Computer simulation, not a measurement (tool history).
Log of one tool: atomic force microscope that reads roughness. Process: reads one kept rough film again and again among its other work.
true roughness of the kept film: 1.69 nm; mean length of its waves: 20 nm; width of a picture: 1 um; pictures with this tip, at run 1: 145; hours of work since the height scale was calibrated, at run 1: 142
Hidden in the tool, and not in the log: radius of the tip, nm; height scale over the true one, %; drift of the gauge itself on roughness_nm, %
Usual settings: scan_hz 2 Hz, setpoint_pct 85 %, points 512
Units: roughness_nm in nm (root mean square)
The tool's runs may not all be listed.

run,hour,scan_hz,setpoint_pct,points,pictures with this tip,hours of work since the height scale was calibrated,roughness_nm
1,0,2,85,512,145,142,1.105
# hour 19.9: new tip fitted
2,35.1,0.64,85,512,12,158,1.453
3,53.5,2.84,85,512,28,166,1.216
4,72.6,0.86,85,512,44,175,1.357
5,92.4,0.86,85,512,60,183,1.324
6,126.1,0.86,85,512,88,199,1.275
7,158.8,0.86,85,512,116,213,1.234
8,180.3,0.86,85,512,134,223,1.188
9,205.4,0.86,85,512,155,234,1.148
# hour 213.2: new tip fitted
10,234.9,3.29,85,512,18,247,1.197
11,262.5,3.29,85,512,41,259,1.173
12,284.1,3.29,85,512,59,269,1.133
13,317.6,2,85,512,87,284,1.201
14,342.6,2,85,512,108,295,1.151
15,363.5,2,85,512,125,305,1.117
16,397.2,2,85,512,154,320,1.079
# hour 406.1: new tip fitted
17,423.9,2,58,512,14,332,1.45
18,441.4,2,85,374,29,339,1.274
19,459.7,2,85,512,44,348,1.244
20,493.9,2,72,512,73,363,1.282
21,511.4,2,79,512,88,371,1.205
22,525.9,2,85,512,100,377,1.154
23,541,2,85,544,112,384,1.137
24,576.6,2,85,544,142,400,1.083
# hour 599: new tip fitted
25,605.1,2,85,544,6,413,1.338
26,634.4,2,85,544,30,426,1.283
27,657.3,2.65,83,370,49,436,1.196
28,684.4,1.13,56,266,72,448,1.314
29,699.3,1.13,56,266,84,455,1.29
30,720.6,1.13,56,266,102,464,1.259
31,744.9,0.71,74,977,122,475,1.249
32,778.6,0.71,74,977,151,490,1.194
# hour 790.1: new tip fitted
33,794.4,2,60,538,3,497,1.476
34,817.4,2,74,635,23,508,1.377
35,841.3,0.55,58,745,43,518,1.438
36,867.2,2,58,657,64,530,1.352
37,901.6,2.09,84,299,93,545,1.151
38,930.2,0.96,84,959,117,558,1.222
39,963.7,0.96,84,959,145,573,1.168
# hour 984.5: new tip fitted
40,994.5,0.64,84,356,8,587,1.45
41,1009.8,2,85,345,21,594,1.296
42,1044.5,2,59,483,50,609,1.364
43,1075,2,59,483,76,623,1.32
44,1092.8,2,59,483,90,631,1.292
45,1114.1,2.07,60,896,108,640,1.268
46,1134.6,3.45,77,528,125,649,1.099
47,1164.8,1.1,63,446,151,663,1.205
# hour 1177.4: new tip fitted
48,1197.6,0.61,63,446,17,678,1.466
49,1230.7,0.92,82,705,44,692,1.355
50,1258,3.84,58,945,67,705,1.316
51,1277.2,0.98,85,552,83,713,1.25
52,1302.1,1.31,82,411,104,724,1.193

How the hidden state differs across the entries between the runs, from the last listed run before each to the first after it:
Between runs 1 and 2: new tip fitted (hour 19.9)
  radius of the tip, nm: 19.1 -> 6.4; height scale over the true one, %: -0.12 -> -0.11
  measured less the result without the state, roughness_nm: -0.241 -> -0.033 nm (root mean square)
Between runs 9 and 10: new tip fitted (hour 213.2)
  radius of the tip, nm: 22.1 -> 7.1; height scale over the true one, %: -0.06 -> -0.05
  measured less the result without the state, roughness_nm: -0.304 -> -0.039 nm (root mean square)
Between runs 16 and 17: new tip fitted (hour 406.1)
  radius of the tip, nm: 21.7 -> 6.8
  measured less the result without the state, roughness_nm: -0.276 -> -0.039 nm (root mean square)
Between runs 24 and 25: new tip fitted (hour 599)
  radius of the tip, nm: 20.7 -> 5.7; height scale over the true one, %: 0.07 -> 0.08
  measured less the result without the state, roughness_nm: -0.262 -> -0.013 nm (root mean square)
Between runs 32 and 33: new tip fitted (hour 790.1)
  radius of the tip, nm: 22.4 -> 5.8; height scale over the true one, %: 0.13 -> 0.14
  measured less the result without the state, roughness_nm: -0.318 -> -0.015 nm (root mean square)
Between runs 39 and 40: new tip fitted (hour 984.5)
  radius of the tip, nm: 20.9 -> 5.9; height scale over the true one, %: 0.19 -> 0.2
  measured less the result without the state, roughness_nm: -0.285 -> -0.018 nm (root mean square)
Between runs 47 and 48: new tip fitted (hour 1177.4)
  radius of the tip, nm: 21.8 -> 7.6; height scale over the true one, %: 0.26 -> 0.27
  measured less the result without the state, roughness_nm: -0.307 -> -0.054 nm (root mean square)

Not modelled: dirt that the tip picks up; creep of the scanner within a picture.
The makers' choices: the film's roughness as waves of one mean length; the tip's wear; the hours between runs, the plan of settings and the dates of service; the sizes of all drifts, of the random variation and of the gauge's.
